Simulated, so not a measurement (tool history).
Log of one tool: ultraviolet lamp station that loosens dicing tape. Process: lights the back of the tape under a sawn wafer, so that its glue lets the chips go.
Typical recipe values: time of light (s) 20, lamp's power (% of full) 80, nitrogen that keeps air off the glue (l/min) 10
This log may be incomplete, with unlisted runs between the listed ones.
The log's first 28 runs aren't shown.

| run | day | time of light (s) | lamp's power (% of full) | nitrogen that keeps air off the glue (l/min) | hours of work of the lamp | hours of work since the window was cleaned | force that peels the tape off (N) | light that reached the tape (J/m2) |
|---|---|---|---|---|---|---|---|---|
| 29 | 20.333 | 14 | 80 | 17 | 783 | 494 | 1.332 | 2190 |
| 30 | 21.379 | 35 | 80 | 12 | 798 | 510 | 0.225 | 5540 |
| 31 | 22.192 | 37 | 80 | 7 | 810 | 521 | 0.279 | 5850 |
| 32 | 23.254 | 37 | 68 | 15 | 825 | 537 | 0.247 | 4950 |
| 33 | 24.054 | 27 | 80 | 3 | 837 | 548 | 0.994 | 4250 |
| 34 | 24.675 | 20 | 99 | 10 | 846 | 557 | 0.553 | 3890 |
| 35 | 25.408 | 20 | 99 | 10 | 856 | 568 | 0.585 | 3940 |
| 36 | 26.154 | 20 | 61 | 12 | 867 | 579 | 1.246 | 2390 |
| 37 | 26.771 | 12 | 76 | 10 | 876 | 588 | 2.091 | 1820 |
| 38 | 27.542 | 35 | 65 | 11 | 887 | 599 | 0.37 | 4460 |
| 39 | 28.254 | 11 | 80 | 10 | 898 | 609 | 2.217 | 1730 |
| 40 | 28.912 | 20 | 89 | 8 | 907 | 619 | 0.806 | 3510 |
| 41 | 29.525 | 20 | 63 | 9 | 916 | 628 | 1.48 | 2500 |
| 42 | 30.121 | 20 | 63 | 9 | 925 | 636 | 1.417 | 2450 |

3 ways to go on from here, each from the tool as it stands after run 42. What would each give?
| A | 30.708 | 26 | 63 | 18 | 933 | 645 | ? | ? |
| B | 30.708 | 20 | 80 | 8 | 933 | 645 | ? | ? |
| C | 30.708 | 16 | 61 | 6 | 933 | 645 | ? | ? |

| run | force that peels the tape off (N) | light that reached the tape (J/m2) |
|---|---|---|
| A | 0.631 | 3180 |
| B | 0.954 | 3150 |
| C | 2.402 | 1870 |
What these runs would have given with no unlogged condition in the tool:
| run | force that peels the tape off (N) | light that reached the tape (J/m2) |
|---|---|---|
| A | 0.628 | 3190 |
| B | 0.951 | 3150 |
| C | 2.397 | 1870 |

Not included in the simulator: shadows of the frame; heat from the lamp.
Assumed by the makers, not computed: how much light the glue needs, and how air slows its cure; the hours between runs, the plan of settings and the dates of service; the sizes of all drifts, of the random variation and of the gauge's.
